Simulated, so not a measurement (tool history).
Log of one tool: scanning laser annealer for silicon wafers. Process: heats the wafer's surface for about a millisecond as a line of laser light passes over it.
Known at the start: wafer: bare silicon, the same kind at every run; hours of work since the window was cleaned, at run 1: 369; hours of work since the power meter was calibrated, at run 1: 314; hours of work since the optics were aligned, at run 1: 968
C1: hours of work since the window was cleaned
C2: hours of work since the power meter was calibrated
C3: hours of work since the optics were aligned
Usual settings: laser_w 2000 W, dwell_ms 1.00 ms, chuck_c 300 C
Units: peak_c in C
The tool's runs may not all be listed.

{"run": 1, "day": 0.0, "laser_w": 2000, "dwell_ms": 1.0, "chuck_c": 300, "C1": 369, "C2": 314, "C3": 968, "peak_c": 1011}
{"run": 2, "day": 0.562, "laser_w": 1902, "dwell_ms": 1.0, "chuck_c": 300, "C1": 379, "C2": 324, "C3": 978, "peak_c": 971}
{"run": 3, "day": 1.079, "laser_w": 2000, "dwell_ms": 1.0, "chuck_c": 300, "C1": 389, "C2": 334, "C3": 987, "peak_c": 1012}
{"run": 4, "day": 1.646, "laser_w": 2000, "dwell_ms": 1.0, "chuck_c": 300, "C1": 399, "C2": 344, "C3": 998, "peak_c": 1006}
{"day": 2.204, "done": "window over the wafer cleaned"}
{"run": 5, "day": 2.25, "laser_w": 2043, "dwell_ms": 1.0, "chuck_c": 300, "C1": 1, "C2": 353, "C3": 1007, "peak_c": 1056}
{"run": 6, "day": 2.617, "laser_w": 2043, "dwell_ms": 1.0, "chuck_c": 300, "C1": 8, "C2": 360, "C3": 1014, "peak_c": 1060}
{"run": 7, "day": 3.2, "laser_w": 2043, "dwell_ms": 1.0, "chuck_c": 300, "C1": 18, "C2": 371, "C3": 1024, "peak_c": 1058}
{"run": 8, "day": 3.562, "laser_w": 2043, "dwell_ms": 1.0, "chuck_c": 300, "C1": 25, "C2": 377, "C3": 1031, "peak_c": 1055}
{"run": 9, "day": 4.279, "laser_w": 2043, "dwell_ms": 1.0, "chuck_c": 300, "C1": 38, "C2": 390, "C3": 1044, "peak_c": 1054}
{"day": 4.471, "done": "laser's power meter calibrated"}
{"run": 10, "day": 4.946, "laser_w": 2043, "dwell_ms": 1.01, "chuck_c": 300, "C1": 48, "C2": 9, "C3": 1054, "peak_c": 1053}
{"run": 11, "day": 5.779, "laser_w": 2043, "dwell_ms": 1.01, "chuck_c": 300, "C1": 63, "C2": 24, "C3": 1069, "peak_c": 1053}
{"day": 6.733, "done": "laser's power meter calibrated, once more"}
{"run": 12, "day": 6.733, "laser_w": 2000, "dwell_ms": 1.19, "chuck_c": 300, "C1": 78, "C2": 0, "C3": 1084, "peak_c": 1094}
{"run": 13, "day": 7.271, "laser_w": 2000, "dwell_ms": 1.19, "chuck_c": 300, "C1": 88, "C2": 10, "C3": 1094, "peak_c": 1094}
{"run": 14, "day": 7.717, "laser_w": 2000, "dwell_ms": 1.1, "chuck_c": 323, "C1": 96, "C2": 18, "C3": 1102, "peak_c": 1088}
{"run": 15, "day": 8.246, "laser_w": 1899, "dwell_ms": 0.92, "chuck_c": 336, "C1": 105, "C2": 28, "C3": 1112, "peak_c": 996}
{"run": 16, "day": 8.925, "laser_w": 1974, "dwell_ms": 1.01, "chuck_c": 279, "C1": 118, "C2": 40, "C3": 1124, "peak_c": 1002}
{"run": 17, "day": 9.708, "laser_w": 1974, "dwell_ms": 1.01, "chuck_c": 279, "C1": 132, "C2": 54, "C3": 1138, "peak_c": 1001}
{"run": 18, "day": 10.558, "laser_w": 2000, "dwell_ms": 0.78, "chuck_c": 287, "C1": 148, "C2": 70, "C3": 1154, "peak_c": 931}
{"run": 19, "day": 11.071, "laser_w": 2000, "dwell_ms": 0.78, "chuck_c": 287, "C1": 157, "C2": 79, "C3": 1163, "peak_c": 933}
{"run": 20, "day": 11.471, "laser_w": 2000, "dwell_ms": 0.88, "chuck_c": 300, "C1": 164, "C2": 86, "C3": 1170, "peak_c": 983}

Run 21 comes next. What will it give?
{"run": 21, "day": 11.875, "laser_w": 2010, "dwell_ms": 0.73, "chuck_c": 314, "C1": 171, "C2": 94, "C3": 1178, "peak_c": "?"}

Run 21 gave peak_c 940 C.
Without the tool's hidden state the same run would have given peak_c 967 C.
